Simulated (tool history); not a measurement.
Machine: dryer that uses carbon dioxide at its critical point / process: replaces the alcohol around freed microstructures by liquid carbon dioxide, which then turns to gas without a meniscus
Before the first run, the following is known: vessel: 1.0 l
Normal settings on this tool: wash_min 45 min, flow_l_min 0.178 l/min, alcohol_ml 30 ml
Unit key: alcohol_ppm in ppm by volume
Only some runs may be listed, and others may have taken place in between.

{"run": 1, "hour": 0.0, "wash_min": 45, "flow_l_min": 0.178, "alcohol_ml": 30, "alcohol_ppm": 33}
{"run": 2, "hour": 7.4, "wash_min": 45, "flow_l_min": 0.178, "alcohol_ml": 30, "alcohol_ppm": 22}
{"run": 3, "hour": 18.6, "wash_min": 45, "flow_l_min": 0.178, "alcohol_ml": 30, "alcohol_ppm": 27}
{"run": 4, "hour": 23.7, "wash_min": 45, "flow_l_min": 0.178, "alcohol_ml": 30, "alcohol_ppm": 23}
{"run": 5, "hour": 33.2, "wash_min": 45, "flow_l_min": 0.178, "alcohol_ml": 30, "alcohol_ppm": 29}
{"run": 6, "hour": 39.8, "wash_min": 45, "flow_l_min": 0.178, "alcohol_ml": 30, "alcohol_ppm": 27}
{"run": 7, "hour": 51.9, "wash_min": 45, "flow_l_min": 0.178, "alcohol_ml": 30, "alcohol_ppm": 28}
{"run": 8, "hour": 60.0, "wash_min": 45, "flow_l_min": 0.136, "alcohol_ml": 30, "alcohol_ppm": 136}
{"run": 9, "hour": 67.0, "wash_min": 45, "flow_l_min": 0.136, "alcohol_ml": 30, "alcohol_ppm": 125}
{"run": 10, "hour": 73.4, "wash_min": 45, "flow_l_min": 0.136, "alcohol_ml": 30, "alcohol_ppm": 131}
{"run": 11, "hour": 79.8, "wash_min": 45, "flow_l_min": 0.178, "alcohol_ml": 30, "alcohol_ppm": 26}
{"run": 12, "hour": 85.8, "wash_min": 45, "flow_l_min": 0.178, "alcohol_ml": 30, "alcohol_ppm": 33}
{"run": 13, "hour": 98.0, "wash_min": 45, "flow_l_min": 0.178, "alcohol_ml": 30, "alcohol_ppm": 43}
{"run": 14, "hour": 109.7, "wash_min": 45, "flow_l_min": 0.178, "alcohol_ml": 30, "alcohol_ppm": 45}
{"run": 15, "hour": 117.4, "wash_min": 45, "flow_l_min": 0.178, "alcohol_ml": 30, "alcohol_ppm": 25}
{"run": 16, "hour": 128.8, "wash_min": 45, "flow_l_min": 0.178, "alcohol_ml": 30, "alcohol_ppm": 41}
{"run": 17, "hour": 138.4, "wash_min": 45, "flow_l_min": 0.178, "alcohol_ml": 30, "alcohol_ppm": 35}
{"run": 18, "hour": 144.2, "wash_min": 45, "flow_l_min": 0.178, "alcohol_ml": 30, "alcohol_ppm": 31}
{"run": 19, "hour": 151.6, "wash_min": 45, "flow_l_min": 0.173, "alcohol_ml": 30, "alcohol_ppm": 40}
{"run": 20, "hour": 161.2, "wash_min": 45, "flow_l_min": 0.173, "alcohol_ml": 30, "alcohol_ppm": 36}
{"run": 21, "hour": 171.8, "wash_min": 45, "flow_l_min": 0.178, "alcohol_ml": 30, "alcohol_ppm": 30}
{"run": 22, "hour": 177.2, "wash_min": 45, "flow_l_min": 0.178, "alcohol_ml": 30, "alcohol_ppm": 43}
{"run": 23, "hour": 186.2, "wash_min": 45, "flow_l_min": 0.178, "alcohol_ml": 30, "alcohol_ppm": 37}
{"run": 24, "hour": 191.6, "wash_min": 45, "flow_l_min": 0.178, "alcohol_ml": 30, "alcohol_ppm": 42}
{"run": 25, "hour": 200.3, "wash_min": 53, "flow_l_min": 0.147, "alcohol_ml": 30, "alcohol_ppm": 40}
{"run": 26, "hour": 209.0, "wash_min": 53, "flow_l_min": 0.147, "alcohol_ml": 30, "alcohol_ppm": 49}
{"run": 27, "hour": 220.4, "wash_min": 47, "flow_l_min": 0.273, "alcohol_ml": 24, "alcohol_ppm": 29}
{"run": 28, "hour": 226.6, "wash_min": 45, "flow_l_min": 0.227, "alcohol_ml": 84, "alcohol_ppm": 22}
{"run": 29, "hour": 234.5, "wash_min": 45, "flow_l_min": 0.227, "alcohol_ml": 84, "alcohol_ppm": 22}
{"run": 30, "hour": 243.2, "wash_min": 45, "flow_l_min": 0.227, "alcohol_ml": 84, "alcohol_ppm": 22}
{"run": 31, "hour": 252.8, "wash_min": 45, "flow_l_min": 0.14, "alcohol_ml": 30, "alcohol_ppm": 122}
{"run": 32, "hour": 259.9, "wash_min": 34, "flow_l_min": 0.178, "alcohol_ml": 30, "alcohol_ppm": 141}
{"run": 33, "hour": 271.9, "wash_min": 34, "flow_l_min": 0.282, "alcohol_ml": 48, "alcohol_ppm": 17}
{"run": 34, "hour": 280.9, "wash_min": 34, "flow_l_min": 0.282, "alcohol_ml": 48, "alcohol_ppm": 30}
{"run": 35, "hour": 286.7, "wash_min": 34, "flow_l_min": 0.282, "alcohol_ml": 48, "alcohol_ppm": 27}
{"run": 36, "hour": 298.7, "wash_min": 29, "flow_l_min": 0.169, "alcohol_ml": 32, "alcohol_ppm": 388}

Estimate the outcome of run 37 from the log above:
{"run": 37, "hour": 309.0, "wash_min": 35, "flow_l_min": 0.216, "alcohol_ml": 27, "alcohol_ppm": "?"}

alcohol_ppm: 42 ppm by volume
Minus the tool's unlogged condition, the same run would have read alcohol_ppm 17 ppm by volume.
